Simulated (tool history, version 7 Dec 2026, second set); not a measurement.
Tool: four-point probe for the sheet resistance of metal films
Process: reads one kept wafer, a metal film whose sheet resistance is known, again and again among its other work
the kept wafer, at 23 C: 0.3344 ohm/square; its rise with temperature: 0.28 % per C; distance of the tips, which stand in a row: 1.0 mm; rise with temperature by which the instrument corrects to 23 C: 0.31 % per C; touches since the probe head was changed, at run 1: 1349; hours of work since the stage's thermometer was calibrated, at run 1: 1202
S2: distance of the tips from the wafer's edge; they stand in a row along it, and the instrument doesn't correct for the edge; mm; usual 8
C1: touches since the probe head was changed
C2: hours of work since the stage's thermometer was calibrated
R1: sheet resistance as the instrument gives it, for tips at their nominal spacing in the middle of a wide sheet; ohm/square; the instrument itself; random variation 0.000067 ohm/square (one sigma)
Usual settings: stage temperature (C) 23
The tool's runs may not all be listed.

run 1 hour=0.0 | stage_temperature_(C)=23 S2=8 | C1=1349 C2=1202 | R1=0.337557
run 2 hour=32.6 | stage_temperature_(C)=23 S2=8 | C1=2347 C2=1216 | R1=0.337609
run 3 hour=81.4 | stage_temperature_(C)=34 S2=8 | C1=3840 C2=1237 | R1=0.336308
run 4 hour=109.4 | stage_temperature_(C)=23 S2=4 | C1=4697 C2=1249 | R1=0.345794
run 5 hour=137.3 | stage_temperature_(C)=23 S2=4 | C1=5550 C2=1261 | R1=0.345776
run 6 hour=181.1 | stage_temperature_(C)=23 S2=4 | C1=6889 C2=1280 | R1=0.345685
run 7 hour=210.7 | stage_temperature_(C)=23 S2=4 | C1=7795 C2=1293 | R1=0.345609
run 8 hour=246.2 | stage_temperature_(C)=23 S2=4 | C1=8881 C2=1308 | R1=0.345617
run 9 hour=271.7 | stage_temperature_(C)=23 S2=4 | C1=9661 C2=1319 | R1=0.345679
run 10 hour=305.1 | stage_temperature_(C)=23 S2=8 | C1=10683 C2=1334 | R1=0.337577
run 11 hour=332.8 | stage_temperature_(C)=23 S2=8 | C1=11528 C2=1346 | R1=0.337463
run 12 hour=376.6 | stage_temperature_(C)=23 S2=8 | C1=12870 C2=1365 | R1=0.337501
run 13 hour=415.7 | stage_temperature_(C)=23 S2=11 | C1=14066 C2=1382 | R1=0.336055
run 14 hour=458.9 | stage_temperature_(C)=23 S2=11 | C1=15387 C2=1400 | R1=0.336196
run 15 hour=493.0 | stage_temperature_(C)=23 S2=8 | C1=16430 C2=1415 | R1=0.337429
run 16 hour=537.0 | stage_temperature_(C)=23 S2=8 | C1=17776 C2=1434 | R1=0.337331
run 17 hour=585.0 | stage_temperature_(C)=23 S2=8 | C1=19245 C2=1455 | R1=0.337339
run 18 hour=614.1 | stage_temperature_(C)=21 S2=8 | C1=20134 C2=1467 | R1=0.337665
run 19 hour=655.1 | stage_temperature_(C)=21 S2=8 | C1=21388 C2=1485 | R1=0.337651
run 20 hour=700.3 | stage_temperature_(C)=21 S2=8 | C1=22770 C2=1505 | R1=0.337695
run 21 hour=747.0 | stage_temperature_(C)=23 S2=8 | C1=24200 C2=1525 | R1=0.337389
run 22 hour=769.9 | stage_temperature_(C)=23 S2=4 | C1=24901 C2=1535 | R1=0.345517
run 23 hour=825.4 | stage_temperature_(C)=20 S2=8 | C1=26597 C2=1559 | R1=0.337598
run 24 hour=881.4 | stage_temperature_(C)=25 S2=51 | C1=28311 C2=1583 | R1=0.334278
run 25 hour=907.3 | stage_temperature_(C)=18 S2=3 | C1=29103 C2=1594 | R1=0.353826
run 26 hour=943.1 | stage_temperature_(C)=18 S2=55 | C1=30197 C2=1610 | R1=0.335047
run 27 hour=967.4 | stage_temperature_(C)=25 S2=8 | C1=30941 C2=1620 | R1=0.336935
run 28 hour=998.1 | stage_temperature_(C)=22 S2=49 | C1=31880 C2=1634 | R1=0.334658
run 29 hour=1049.7 | stage_temperature_(C)=23 S2=25 | C1=33458 C2=1656 | R1=0.334742
-- hour=1053.7 stage's thermometer calibrated
run 30 hour=1098.9 | stage_temperature_(C)=30 S2=8 | C1=34950 C2=20 | R1=0.336443

The next listed run, before its measurement:
run 31 hour=1149.1 | stage_temperature_(C)=30 S2=8 | C1=36485 C2=41 | R1=?

R1: 0.336373 ohm/square
Without the tool's hidden state the same run would have given R1 0.336334 ohm/square.
